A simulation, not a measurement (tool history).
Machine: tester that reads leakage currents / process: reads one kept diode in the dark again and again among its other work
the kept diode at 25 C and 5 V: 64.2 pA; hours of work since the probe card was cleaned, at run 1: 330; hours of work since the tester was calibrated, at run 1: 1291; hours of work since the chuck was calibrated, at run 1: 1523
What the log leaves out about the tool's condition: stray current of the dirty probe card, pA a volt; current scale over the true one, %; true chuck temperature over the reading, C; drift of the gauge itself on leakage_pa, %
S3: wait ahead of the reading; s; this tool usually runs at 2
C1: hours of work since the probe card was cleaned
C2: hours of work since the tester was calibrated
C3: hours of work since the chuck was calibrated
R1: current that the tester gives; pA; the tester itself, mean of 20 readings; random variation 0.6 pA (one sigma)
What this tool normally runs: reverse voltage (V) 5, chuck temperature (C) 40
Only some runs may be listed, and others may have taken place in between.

{"run": 1, "hour": 0.0, "reverse voltage (V)": 5, "chuck temperature (C)": 40, "S3": 2, "C1": 330, "C2": 1291, "C3": 1523, "R1": 199.93}
{"run": 2, "hour": 166.8, "reverse voltage (V)": 5, "chuck temperature (C)": 40, "S3": 2, "C1": 455, "C2": 1416, "C3": 1648, "R1": 200.1}
{"run": 3, "hour": 393.2, "reverse voltage (V)": 5, "chuck temperature (C)": 40, "S3": 2, "C1": 624, "C2": 1585, "C3": 1817, "R1": 199.73}
{"run": 4, "hour": 543.5, "reverse voltage (V)": 5, "chuck temperature (C)": 40, "S3": 2, "C1": 737, "C2": 1698, "C3": 1930, "R1": 199.15}
{"hour": 649.1, "done": "chuck's temperature calibrated"}
{"run": 5, "hour": 791.2, "reverse voltage (V)": 5, "chuck temperature (C)": 40, "S3": 2, "C1": 921, "C2": 1882, "C3": 106, "R1": 198.7}
{"run": 6, "hour": 920.2, "reverse voltage (V)": 5, "chuck temperature (C)": 40, "S3": 2, "C1": 1017, "C2": 1978, "C3": 203, "R1": 200.1}
{"run": 7, "hour": 1043.9, "reverse voltage (V)": 5, "chuck temperature (C)": 40, "S3": 2, "C1": 1110, "C2": 2071, "C3": 296, "R1": 199.62}
{"hour": 1067.5, "done": "tester calibrated"}
{"run": 8, "hour": 1164.4, "reverse voltage (V)": 5, "chuck temperature (C)": 22, "S3": 2, "C1": 1199, "C2": 73, "C3": 384, "R1": 51.36}
{"run": 9, "hour": 1303.2, "reverse voltage (V)": 5, "chuck temperature (C)": 22, "S3": 2, "C1": 1303, "C2": 176, "C3": 488, "R1": 51.31}
{"run": 10, "hour": 1540.2, "reverse voltage (V)": 5, "chuck temperature (C)": 22, "S3": 2, "C1": 1480, "C2": 354, "C3": 666, "R1": 51.48}
{"run": 11, "hour": 1642.3, "reverse voltage (V)": 5, "chuck temperature (C)": 40, "S3": 2, "C1": 1556, "C2": 430, "C3": 742, "R1": 199.43}
{"run": 12, "hour": 1864.5, "reverse voltage (V)": 5, "chuck temperature (C)": 40, "S3": 2, "C1": 1723, "C2": 597, "C3": 908, "R1": 199.32}
{"run": 13, "hour": 2113.8, "reverse voltage (V)": 5, "chuck temperature (C)": 33, "S3": 2, "C1": 1909, "C2": 783, "C3": 1095, "R1": 120.46}
{"run": 14, "hour": 2290.7, "reverse voltage (V)": 5, "chuck temperature (C)": 24, "S3": 2, "C1": 2042, "C2": 916, "C3": 1227, "R1": 60.1}
{"run": 15, "hour": 2532.5, "reverse voltage (V)": 5, "chuck temperature (C)": 24, "S3": 2, "C1": 2223, "C2": 1097, "C3": 1408, "R1": 59.87}
{"run": 16, "hour": 2685.3, "reverse voltage (V)": 5, "chuck temperature (C)": 24, "S3": 2, "C1": 2337, "C2": 1211, "C3": 1523, "R1": 60.25}
{"run": 17, "hour": 2846.6, "reverse voltage (V)": 5, "chuck temperature (C)": 24, "S3": 2, "C1": 2458, "C2": 1332, "C3": 1644, "R1": 60.42}
{"run": 18, "hour": 3082.4, "reverse voltage (V)": 5, "chuck temperature (C)": 35, "S3": 2, "C1": 2635, "C2": 1508, "C3": 1820, "R1": 138.86}
{"run": 19, "hour": 3274.8, "reverse voltage (V)": 5, "chuck temperature (C)": 40, "S3": 2, "C1": 2779, "C2": 1652, "C3": 1964, "R1": 199.63}
{"hour": 3345.6, "done": "chuck's temperature calibrated"}
{"run": 20, "hour": 3388.9, "reverse voltage (V)": 5, "chuck temperature (C)": 27, "S3": 2, "C1": 2862, "C2": 1736, "C3": 32, "R1": 76.23}
{"run": 21, "hour": 3570.8, "reverse voltage (V)": 2.15, "chuck temperature (C)": 40, "S3": 2, "C1": 2999, "C2": 1873, "C3": 169, "R1": 133.71}
{"run": 22, "hour": 3783.9, "reverse voltage (V)": 8.3, "chuck temperature (C)": 40, "S3": 4.91, "C1": 3158, "C2": 2032, "C3": 328, "R1": 254.66}
{"hour": 3850.8, "done": "tester calibrated"}
{"run": 23, "hour": 3934.0, "reverse voltage (V)": 6.74, "chuck temperature (C)": 44, "S3": 0.35, "C1": 3269, "C2": 62, "C3": 439, "R1": 310.92}
{"run": 24, "hour": 4160.2, "reverse voltage (V)": 5, "chuck temperature (C)": 28, "S3": 2, "C1": 3438, "C2": 232, "C3": 608, "R1": 82.32}
{"run": 25, "hour": 4358.0, "reverse voltage (V)": 17.98, "chuck temperature (C)": 25, "S3": 0.46, "C1": 3586, "C2": 380, "C3": 756, "R1": 130.27}
{"hour": 4410.1, "done": "probe card cleaned and baked"}
{"run": 26, "hour": 4496.5, "reverse voltage (V)": 18.39, "chuck temperature (C)": 57, "S3": 0.46, "C1": 65, "C2": 481, "C3": 858, "R1": 1190.18}
{"run": 27, "hour": 4662.9, "reverse voltage (V)": 8.38, "chuck temperature (C)": 57, "S3": 1.29, "C1": 189, "C2": 606, "C3": 982, "R1": 812.61}
{"run": 28, "hour": 4813.1, "reverse voltage (V)": 8.38, "chuck temperature (C)": 57, "S3": 1.29, "C1": 302, "C2": 718, "C3": 1095, "R1": 810.39}
{"run": 29, "hour": 4988.0, "reverse voltage (V)": 10.34, "chuck temperature (C)": 28, "S3": 2, "C1": 433, "C2": 849, "C3": 1226, "R1": 116.15}
{"run": 30, "hour": 5203.3, "reverse voltage (V)": 3.02, "chuck temperature (C)": 40, "S3": 2, "C1": 594, "C2": 1010, "C3": 1387, "R1": 157.19}
{"run": 31, "hour": 5366.2, "reverse voltage (V)": 3.02, "chuck temperature (C)": 40, "S3": 2, "C1": 716, "C2": 1132, "C3": 1509, "R1": 156.45}
{"run": 32, "hour": 5571.5, "reverse voltage (V)": 1.32, "chuck temperature (C)": 26, "S3": 4.11, "C1": 869, "C2": 1286, "C3": 1663, "R1": 36.81}
{"run": 33, "hour": 5760.9, "reverse voltage (V)": 1.8, "chuck temperature (C)": 21, "S3": 2.96, "C1": 1011, "C2": 1428, "C3": 1804, "R1": 28.8}
{"run": 34, "hour": 6004.1, "reverse voltage (V)": 1.8, "chuck temperature (C)": 21, "S3": 2.96, "C1": 1193, "C2": 1610, "C3": 1986, "R1": 28.81}
{"hour": 6033.4, "done": "chuck's temperature calibrated"}
{"run": 35, "hour": 6144.9, "reverse voltage (V)": 5, "chuck temperature (C)": 43, "S3": 0.8, "C1": 1297, "C2": 1714, "C3": 83, "R1": 247.63}
{"run": 36, "hour": 6330.4, "reverse voltage (V)": 18.4, "chuck temperature (C)": 40, "S3": 3.37, "C1": 1436, "C2": 1852, "C3": 222, "R1": 371.79}
{"run": 37, "hour": 6530.9, "reverse voltage (V)": 18.45, "chuck temperature (C)": 31, "S3": 1.07, "C1": 1586, "C2": 2003, "C3": 372, "R1": 195.63}
{"hour": 6651.8, "done": "tester calibrated"}
{"run": 38, "hour": 6670.1, "reverse voltage (V)": 2, "chuck temperature (C)": 46, "S3": 2.07, "C1": 1689, "C2": 14, "C3": 475, "R1": 196.61}

Below, each run's measurement less what the same run would have read without the hidden state. Both values contain the same run-to-run variation, but the gauge's scatter may not be the same in both:
run=1 R1=-0.35
run=2 R1=-0.38
run=3 R1=-0.41
run=4 R1=-0.43
run=5 R1=+0.01
run=6 R1=+0
run=7 R1=-0.03
run=8 R1=+0.04
run=9 R1=+0.03
run=10 R1=+0.03
run=11 R1=-0.08
run=12 R1=-0.11
run=13 R1=-0.05
run=14 R1=+0.01
run=15 R1=+0.01
run=16 R1=-0.01
run=17 R1=-0.01
run=18 R1=-0.17
run=19 R1=-0.31
run=20 R1=+0.13
run=21 R1=+0.03
run=22 R1=+0.13
run=23 R1=+0.08
run=24 R1=+0.11
run=25 R1=+0.49
run=26 R1=-1
run=27 R1=-0.79
run=28 R1=-0.88
run=29 R1=-0.13
run=30 R1=-0.23
run=31 R1=-0.25
run=32 R1=-0.07
run=33 R1=-0.05
run=34 R1=-0.05
run=35 R1=+0.04
run=36 R1=+0.16
run=37 R1=+0.19
run=38 R1=-0.05
